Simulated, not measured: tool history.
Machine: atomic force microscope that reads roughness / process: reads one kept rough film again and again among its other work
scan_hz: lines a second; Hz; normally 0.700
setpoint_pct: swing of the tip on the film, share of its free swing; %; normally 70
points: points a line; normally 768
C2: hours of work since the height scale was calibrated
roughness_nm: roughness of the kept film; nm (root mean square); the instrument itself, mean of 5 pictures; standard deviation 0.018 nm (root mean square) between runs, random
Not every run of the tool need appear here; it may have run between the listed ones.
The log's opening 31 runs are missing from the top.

{"run": 32, "hour": 249.2, "scan_hz": 0.684, "setpoint_pct": 81, "points": 583, "pictures with this tip": 136, "C2": 206, "roughness_nm": 3.485}
{"run": 33, "hour": 258.9, "scan_hz": 2.898, "setpoint_pct": 81, "points": 946, "pictures with this tip": 145, "C2": 211, "roughness_nm": 2.884}
{"run": 34, "hour": 264.4, "scan_hz": 3.922, "setpoint_pct": 70, "points": 768, "pictures with this tip": 150, "C2": 214, "roughness_nm": 3.027}
{"run": 35, "hour": 274.7, "scan_hz": 3.922, "setpoint_pct": 70, "points": 768, "pictures with this tip": 160, "C2": 219, "roughness_nm": 3.02}
{"run": 36, "hour": 285.8, "scan_hz": 0.7, "setpoint_pct": 66, "points": 623, "pictures with this tip": 170, "C2": 225, "roughness_nm": 3.466}
{"run": 37, "hour": 292.6, "scan_hz": 1.099, "setpoint_pct": 89, "points": 442, "pictures with this tip": 177, "C2": 229, "roughness_nm": 3.072}
{"run": 38, "hour": 301.8, "scan_hz": 1.099, "setpoint_pct": 89, "points": 442, "pictures with this tip": 186, "C2": 234, "roughness_nm": 3.039}
{"run": 39, "hour": 307.2, "scan_hz": 2.046, "setpoint_pct": 70, "points": 768, "pictures with this tip": 191, "C2": 237, "roughness_nm": 3.156}
{"run": 40, "hour": 312.7, "scan_hz": 2.627, "setpoint_pct": 70, "points": 561, "pictures with this tip": 196, "C2": 240, "roughness_nm": 3.052}
{"run": 41, "hour": 322.6, "scan_hz": 3.639, "setpoint_pct": 83, "points": 474, "pictures with this tip": 205, "C2": 245, "roughness_nm": 2.488}
{"run": 42, "hour": 331.3, "scan_hz": 3.639, "setpoint_pct": 83, "points": 474, "pictures with this tip": 214, "C2": 250, "roughness_nm": 2.439}
{"run": 43, "hour": 340.8, "scan_hz": 2.566, "setpoint_pct": 70, "points": 721, "pictures with this tip": 223, "C2": 255, "roughness_nm": 2.965}
{"run": 44, "hour": 346.0, "scan_hz": 0.806, "setpoint_pct": 64, "points": 294, "pictures with this tip": 228, "C2": 258, "roughness_nm": 3.239}
{"run": 45, "hour": 352.9, "scan_hz": 0.806, "setpoint_pct": 64, "points": 294, "pictures with this tip": 234, "C2": 261, "roughness_nm": 3.204}
{"run": 46, "hour": 360.0, "scan_hz": 0.806, "setpoint_pct": 68, "points": 266, "pictures with this tip": 241, "C2": 265, "roughness_nm": 3.16}

Each row is a separate what-if for the run after 46, all from the same tool condition, not one after another. Results?
{"run": "A", "hour": 365.8, "scan_hz": 2.751, "setpoint_pct": 68, "points": 461, "pictures with this tip": 246, "C2": 268, "roughness_nm": "?"}
{"run": "B", "hour": 365.8, "scan_hz": 2.924, "setpoint_pct": 68, "points": 266, "pictures with this tip": 246, "C2": 268, "roughness_nm": "?"}
{"run": "C", "hour": 365.8, "scan_hz": 0.806, "setpoint_pct": 68, "points": 459, "pictures with this tip": 246, "C2": 268, "roughness_nm": "?"}

run=A roughness_nm=2.903
run=B roughness_nm=2.844
run=C roughness_nm=3.180
With the hidden condition removed and each run's random variation left untouched, the same runs would have given:
run=A roughness_nm=3.924
run=B roughness_nm=3.846
run=C roughness_nm=4.299
